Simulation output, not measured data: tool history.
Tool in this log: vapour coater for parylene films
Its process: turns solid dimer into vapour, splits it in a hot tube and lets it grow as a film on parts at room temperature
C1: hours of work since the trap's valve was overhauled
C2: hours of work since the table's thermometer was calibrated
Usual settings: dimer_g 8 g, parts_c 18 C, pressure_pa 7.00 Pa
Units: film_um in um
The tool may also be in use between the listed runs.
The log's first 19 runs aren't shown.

{"run": 20, "hour": 648.9, "dimer_g": 8, "parts_c": 18, "pressure_pa": 7.0, "C1": 117, "C2": 1220, "film_um": 6.49}
{"run": 21, "hour": 691.9, "dimer_g": 8, "parts_c": 18, "pressure_pa": 7.0, "C1": 142, "C2": 1245, "film_um": 6.44}
{"run": 22, "hour": 732.5, "dimer_g": 8, "parts_c": 21, "pressure_pa": 5.29, "C1": 166, "C2": 1269, "film_um": 5.57}
{"run": 23, "hour": 751.7, "dimer_g": 8, "parts_c": 21, "pressure_pa": 5.3, "C1": 177, "C2": 1280, "film_um": 5.64}
{"run": 24, "hour": 772.4, "dimer_g": 12, "parts_c": 21, "pressure_pa": 10.51, "C1": 189, "C2": 1292, "film_um": 7.9}
{"run": 25, "hour": 807.1, "dimer_g": 5, "parts_c": 21, "pressure_pa": 4.59, "C1": 209, "C2": 1312, "film_um": 3.46}
{"run": 26, "hour": 849.4, "dimer_g": 8, "parts_c": 17, "pressure_pa": 4.59, "C1": 234, "C2": 1337, "film_um": 6.68}
{"hour": 859.1, "done": "trap's valve overhauled"}
{"run": 27, "hour": 896.9, "dimer_g": 8, "parts_c": 17, "pressure_pa": 4.59, "C1": 22, "C2": 1362, "film_um": 7.52}
{"hour": 933.1, "done": "table's thermometer calibrated"}
{"run": 28, "hour": 933.1, "dimer_g": 7, "parts_c": 11, "pressure_pa": 9.21, "C1": 42, "C2": 0, "film_um": 7.56}
{"run": 29, "hour": 975.4, "dimer_g": 4, "parts_c": 18, "pressure_pa": 8.75, "C1": 67, "C2": 25, "film_um": 3.19}
{"run": 30, "hour": 995.3, "dimer_g": 4, "parts_c": 10, "pressure_pa": 5.0, "C1": 79, "C2": 36, "film_um": 4.25}
{"run": 31, "hour": 1026.4, "dimer_g": 5, "parts_c": 18, "pressure_pa": 8.99, "C1": 97, "C2": 54, "film_um": 3.94}
{"run": 32, "hour": 1067.0, "dimer_g": 5, "parts_c": 12, "pressure_pa": 8.99, "C1": 120, "C2": 78, "film_um": 5.17}
{"run": 33, "hour": 1093.2, "dimer_g": 9, "parts_c": 15, "pressure_pa": 6.48, "C1": 136, "C2": 93, "film_um": 8.24}
{"run": 34, "hour": 1131.3, "dimer_g": 5, "parts_c": 12, "pressure_pa": 6.48, "C1": 158, "C2": 115, "film_um": 5.04}
{"run": 35, "hour": 1177.6, "dimer_g": 8, "parts_c": 11, "pressure_pa": 7.0, "C1": 185, "C2": 142, "film_um": 7.95}
{"run": 36, "hour": 1210.6, "dimer_g": 8, "parts_c": 11, "pressure_pa": 7.0, "C1": 204, "C2": 162, "film_um": 7.96}
{"run": 37, "hour": 1242.1, "dimer_g": 3, "parts_c": 11, "pressure_pa": 10.04, "C1": 222, "C2": 180, "film_um": 2.94}
{"hour": 1270.2, "done": "trap's valve overhauled"}
{"run": 38, "hour": 1274.8, "dimer_g": 4, "parts_c": 11, "pressure_pa": 3.29, "C1": 3, "C2": 197, "film_um": 4.43}
{"run": 39, "hour": 1320.1, "dimer_g": 4, "parts_c": 11, "pressure_pa": 3.29, "C1": 29, "C2": 223, "film_um": 4.3}
{"run": 40, "hour": 1350.5, "dimer_g": 11, "parts_c": 13, "pressure_pa": 2.68, "C1": 47, "C2": 241, "film_um": 11.96}
{"run": 41, "hour": 1376.9, "dimer_g": 8, "parts_c": 13, "pressure_pa": 2.09, "C1": 62, "C2": 256, "film_um": 8.43}
{"run": 42, "hour": 1407.4, "dimer_g": 8, "parts_c": 13, "pressure_pa": 2.09, "C1": 80, "C2": 274, "film_um": 8.41}

Predict each of these 3 candidate next runs independently; none follows another, all start after run 42:
{"run": "A", "hour": 1453.3, "dimer_g": 8, "parts_c": 17, "pressure_pa": 2.09, "C1": 107, "C2": 301, "film_um": "?"}
{"run": "B", "hour": 1453.3, "dimer_g": 8, "parts_c": 10, "pressure_pa": 7.0, "C1": 107, "C2": 301, "film_um": "?"}
{"run": "C", "hour": 1453.3, "dimer_g": 8, "parts_c": 14, "pressure_pa": 9.62, "C1": 107, "C2": 301, "film_um": "?"}

run=A film_um=7.30
run=B film_um=8.33
run=C film_um=7.64
Without the tool's hidden state the same runs would have given:
run=A film_um=7.69
run=B film_um=8.88
run=C film_um=8.04
